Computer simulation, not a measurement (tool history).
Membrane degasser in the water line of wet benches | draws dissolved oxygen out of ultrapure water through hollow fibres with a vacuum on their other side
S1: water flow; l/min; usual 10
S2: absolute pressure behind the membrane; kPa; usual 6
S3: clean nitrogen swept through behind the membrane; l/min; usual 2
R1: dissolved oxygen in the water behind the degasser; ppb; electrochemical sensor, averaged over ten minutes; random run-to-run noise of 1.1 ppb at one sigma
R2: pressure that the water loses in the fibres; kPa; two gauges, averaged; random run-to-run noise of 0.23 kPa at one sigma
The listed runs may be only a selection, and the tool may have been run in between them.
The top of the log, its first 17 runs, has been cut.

run,hour,S1,S2,S3,R1,R2
18,1338,11,4.09,2.25,93.6,64.15
19,1421.6,6,9,3.59,49.7,35.37
20,1526.6,6,7.96,3.59,45.5,34.8
# hour 1597.6: gauge calibrated
21,1639.2,6,7.96,3.59,45.6,34.54
22,1716.2,6,7.96,3.59,45,34.25
23,1823.1,10,6,1.32,122.1,57.64
24,1881.4,10,6,1.32,119.5,57.5
25,1988.2,12,9.06,2.99,154.1,69.2
26,2085.3,10,6,2,104.3,57.52
27,2172.2,10,6,2,102.2,58.03
28,2226,9,6.85,0.91,141.4,52.07
29,2327,7,6.85,0.91,102.3,40.52
30,2389.9,7,6.85,0.91,102.1,40.26
31,2482.3,8,6.06,1.82,76.9,46.24
32,2555.5,12,4.67,1.09,133,69.37

4 ways to go on from here, each from the tool as it stands after run 32. What would each give?
A,2660.2,10,4.12,2.95,?,?
B,2660.2,8,4.79,1.1,?,?
C,2660.2,12,7.68,1.09,?,?
D,2660.2,12,4.67,5.72,?,?

run,R1,R2
A,78.2,58.13
B,74.3,46.29
C,209.5,69.89
D,103.7,69.71
Stripped of hidden state, with their random variation kept, the same runs would have yielded:
run,R1,R2
A,78.2,57.24
B,74.2,45.58
C,209.3,68.83
D,103.7,68.65
